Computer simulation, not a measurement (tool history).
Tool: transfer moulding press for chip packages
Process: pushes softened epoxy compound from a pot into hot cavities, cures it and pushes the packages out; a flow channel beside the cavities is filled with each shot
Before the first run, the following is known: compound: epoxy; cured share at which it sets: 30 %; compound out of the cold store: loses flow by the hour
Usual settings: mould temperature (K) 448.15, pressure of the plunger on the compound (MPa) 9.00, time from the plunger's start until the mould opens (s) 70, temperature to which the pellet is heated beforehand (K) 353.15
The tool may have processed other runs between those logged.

run,hour,mould temperature (K),pressure of the plunger on the compound (MPa),time from the plunger's start until the mould opens (s),temperature to which the pellet is heated beforehand (K),incoming compound's hours out of the cold store,length that the compound runs in the flow channel (mm),greatest force on the pins that push the packages out (N)
1,0.0,448.15,9.00,70,353.15,40.9,584,279
2,71.0,448.15,9.00,70,353.15,38.9,597,488
# hour 99.4: cavities cleaned with cleaning compound and waxed
3,122.1,448.15,9.00,70,353.15,15.4,620,366
4,161.8,448.15,9.00,51,353.15,8.3,620,1111
# hour 198.2: cavities cleaned with cleaning compound and waxed
5,215.6,450.15,9.00,51,353.15,43.8,563,668
6,260.6,450.15,9.00,51,353.15,32.2,581,892
# hour 278.3: mould's thermocouples calibrated
# hour 280.8: plunger's sealing rings changed
# hour 303.8: cavities cleaned with cleaning compound and waxed
7,303.8,450.15,9.00,51,353.15,44.1,600,470
8,346.9,450.15,9.00,51,353.15,35.4,606,699
# hour 405.8: cavities cleaned with cleaning compound and waxed
9,412.3,450.15,9.00,51,353.15,17.6,641,549
10,466.3,450.15,9.00,51,353.15,9.4,639,832
# hour 504.5: cavities cleaned with cleaning compound and waxed
11,541.3,450.15,9.00,51,353.15,20.1,615,714
12,571.5,448.15,9.00,60,353.15,38.8,578,605
# hour 604.0: cavities cleaned with cleaning compound and waxed
13,638.4,448.15,9.29,70,362.15,33.5,609,380
# hour 705.4: cavities cleaned with cleaning compound and waxed
14,705.9,448.15,9.29,64,362.15,42.2,571,327
15,751.9,450.15,10.30,51,348.15,40.1,612,773
# hour 806.5: cavities cleaned with cleaning compound and waxed
16,808.5,450.15,10.30,51,348.15,47.2,586,517
# hour 829.7: plunger's sealing rings changed
17,880.9,450.15,10.30,51,348.15,34.4,659,884
# hour 911.6: cavities cleaned with cleaning compound and waxed
18,922.4,448.15,7.54,70,353.15,14.1,591,320
19,955.1,448.15,7.54,70,353.15,35.8,561,410
20,990.8,448.15,8.51,80,358.15,15.0,621,396
# hour 1011.7: cavities cleaned with cleaning compound and waxed
21,1023.6,448.15,10.21,98,353.15,15.1,667,259
22,1083.2,448.15,10.21,98,353.15,36.9,635,350
# hour 1110.3: cavities cleaned with cleaning compound and waxed
23,1130.5,448.15,7.09,98,362.15,23.1,534,269

Measured result minus the same run's result without the hidden state. Both carry the same run-to-run variation, though not necessarily the same gauge scatter:
The tool's hidden condition here consists of: true mould temperature over the reading, C; pressure that reaches the compound, % of what is set; grip of the stained cavities, % over clean ones'; drift of the gauge itself on flow_mm, %; drift of the gauge itself on push_out_n, %.
run,length that the compound runs in the flow channel (mm),greatest force on the pins that push the packages out (N)
1,-20,+25
2,-27,+219
3,-33,+111
4,-37,+495
5,-39,+192
6,-44,+402
7,-3,+2
8,-6,+223
9,-12,+48
10,-18,+314
11,-25,+215
12,-26,+237
13,-33,+117
14,-38,+13
15,-44,+276
16,-48,+29
17,-6,+362
18,-9,+51
19,-11,+144
20,-16,+166
21,-20,+40
22,-25,+137
23,-25,+61
